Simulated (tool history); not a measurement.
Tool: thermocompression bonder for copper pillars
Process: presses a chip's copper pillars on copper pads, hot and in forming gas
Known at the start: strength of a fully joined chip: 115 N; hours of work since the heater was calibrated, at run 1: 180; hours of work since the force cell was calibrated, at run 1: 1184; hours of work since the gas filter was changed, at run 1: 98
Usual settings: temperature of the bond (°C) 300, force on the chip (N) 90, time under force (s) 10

run,day,temperature of the bond (°C),force on the chip (N),time under force (s),hours of work since the heater was calibrated,hours of work since the force cell was calibrated,hours of work since the gas filter was changed,force that shears a chip off (N)
1,0.000,300,90,10,180,1184,98,57.6
2,1.983,300,90,10,200,1203,118,58.1
3,4.396,300,90,10,223,1227,142,58.0
# day 6.825: forming gas filter changed
4,7.400,300,90,10,252,1256,6,58.9
5,8.883,300,90,10,267,1271,20,58.2
6,10.942,300,90,10,287,1291,40,59.2
7,13.192,300,90,10,309,1313,62,58.2
8,16.358,300,90,10,340,1344,93,58.2
9,18.267,300,90,10,359,1362,112,57.7
10,21.371,300,90,10,389,1393,142,59.2
# day 23.629: forming gas filter changed
11,24.371,300,90,10,418,1422,7,58.1
12,27.617,300,90,29,450,1454,39,81.0
13,29.133,300,90,29,465,1469,54,81.9
14,31.829,300,90,19,491,1495,80,72.0
15,35.200,300,90,19,524,1528,113,71.6
16,36.983,300,90,19,542,1545,131,71.7
# day 37.362: force cell calibrated
17,38.858,300,90,19,559,15,148,73.3
# day 40.558: forming gas filter changed
18,42.454,300,67,19,594,50,19,63.6
19,44.533,300,67,19,615,70,39,64.6
20,46.025,324,90,10,629,85,53,73.9
21,48.150,324,90,10,650,105,74,72.5
22,49.650,300,58,8,665,120,89,44.1
23,52.650,300,58,8,694,149,118,43.6
24,56.012,300,58,8,727,182,151,45.2
# day 57.521: forming gas filter changed
25,58.142,283,55,8,748,203,6,34.1
26,61.650,283,55,8,782,237,40,34.8
27,64.425,283,72,8,809,264,68,40.5
# day 68.183: heater calibrated with a thermocouple chip
28,68.183,326,84,8,0,300,104,66.6
29,71.475,291,83,6,32,333,136,42.0
30,73.921,291,83,28,56,356,160,71.1
# day 74.371: forming gas filter changed
31,76.112,300,60,9,77,378,17,46.8
32,78.654,300,60,9,102,403,42,46.9
33,80.300,281,60,5,118,419,58,29.5
34,82.804,300,115,7,143,443,82,57.5
35,85.333,286,90,8,168,468,107,46.0
36,88.421,285,91,13,198,498,137,54.2
# day 91.208: forming gas filter changed
37,91.317,285,91,13,226,526,1,54.5
38,94.525,285,97,13,257,558,32,56.4
39,97.071,320,99,10,282,583,57,74.6

Hidden state at the last listed run before each entry between runs and at the first one after, where it differs:
Between runs 3 and 4: forming gas filter changed (day 6.825)
  oxide that the forming gas leaves, % of the face: 0.7 -> 0.52
Between runs 10 and 11: forming gas filter changed (day 23.629)
  true temperature of the bond over the reading, C: 0.3 -> 0.4; oxide that the forming gas leaves, % of the face: 0.69 -> 0.51
Between runs 16 and 17: force cell calibrated (day 37.362)
  force that reaches the chip, % of what is set: 99.4 -> 100; oxide that the forming gas leaves, % of the face: 0.67 -> 0.69
Between runs 17 and 18: forming gas filter changed (day 40.558)
  oxide that the forming gas leaves, % of the face: 0.69 -> 0.53
Between runs 24 and 25: forming gas filter changed (day 57.521)
  true temperature of the bond over the reading, C: 0.6 -> 0.7; oxide that the forming gas leaves, % of the face: 0.69 -> 0.52
Between runs 27 and 28: heater calibrated with a thermocouple chip (day 68.183)
  true temperature of the bond over the reading, C: 0.7 -> 0.1; oxide that the forming gas leaves, % of the face: 0.6 -> 0.64
Between runs 30 and 31: forming gas filter changed (day 74.371)
  oxide that the forming gas leaves, % of the face: 0.72 -> 0.53
Between runs 36 and 37: forming gas filter changed (day 91.208)
  oxide that the forming gas leaves, % of the face: 0.68 -> 0.5
